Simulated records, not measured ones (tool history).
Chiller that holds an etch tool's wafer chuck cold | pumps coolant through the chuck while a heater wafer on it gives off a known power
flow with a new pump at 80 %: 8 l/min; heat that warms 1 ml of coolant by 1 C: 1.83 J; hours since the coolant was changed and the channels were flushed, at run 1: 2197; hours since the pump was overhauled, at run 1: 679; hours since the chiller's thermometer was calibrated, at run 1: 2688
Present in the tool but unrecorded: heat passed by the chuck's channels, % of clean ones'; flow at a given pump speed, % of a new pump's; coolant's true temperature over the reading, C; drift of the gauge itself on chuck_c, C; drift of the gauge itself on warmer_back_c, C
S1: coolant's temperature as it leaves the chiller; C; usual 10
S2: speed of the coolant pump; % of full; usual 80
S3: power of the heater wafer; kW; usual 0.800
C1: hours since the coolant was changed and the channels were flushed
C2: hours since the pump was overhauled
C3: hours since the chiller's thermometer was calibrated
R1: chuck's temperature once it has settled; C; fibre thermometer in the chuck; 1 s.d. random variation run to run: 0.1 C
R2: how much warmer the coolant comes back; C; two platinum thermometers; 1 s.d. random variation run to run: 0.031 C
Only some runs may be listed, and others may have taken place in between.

run	hour	S1	S2	S3	C1	C2	C3	R1	R2
1	0.0	10	80	0.800	2197	679	2688	17.3	3.29
2	39.9	10	80	0.800	2237	718	2728	17.2	3.27
3	63.0	10	80	0.800	2260	742	2751	17.4	3.27
4	103.1	10	80	0.800	2300	782	2791	17.2	3.30
5	129.4	10	80	0.662	2327	808	2818	16.1	2.66
6	178.9	10	80	0.662	2376	857	2867	16.1	2.69
7	223.4	10	74	0.976	2421	902	2912	19.4	4.32
8	270.3	8	80	0.800	2468	949	2959	15.3	3.18
9	291.4	2	94	0.732	2489	970	2980	7.7	2.61
10	328.8	2	94	0.732	2526	1007	3017	7.8	2.61
11	358.4	2	82	0.506	2556	1037	3047	6.4	1.98

What will run 12 give?
12	400.4	2	82	0.506	2598	1079	3089	?	?

R1: 6.6 C
R2: 2.05 C
Without the tool's hidden state the same run would have given R1 6.6 C, R2 2.05 C.

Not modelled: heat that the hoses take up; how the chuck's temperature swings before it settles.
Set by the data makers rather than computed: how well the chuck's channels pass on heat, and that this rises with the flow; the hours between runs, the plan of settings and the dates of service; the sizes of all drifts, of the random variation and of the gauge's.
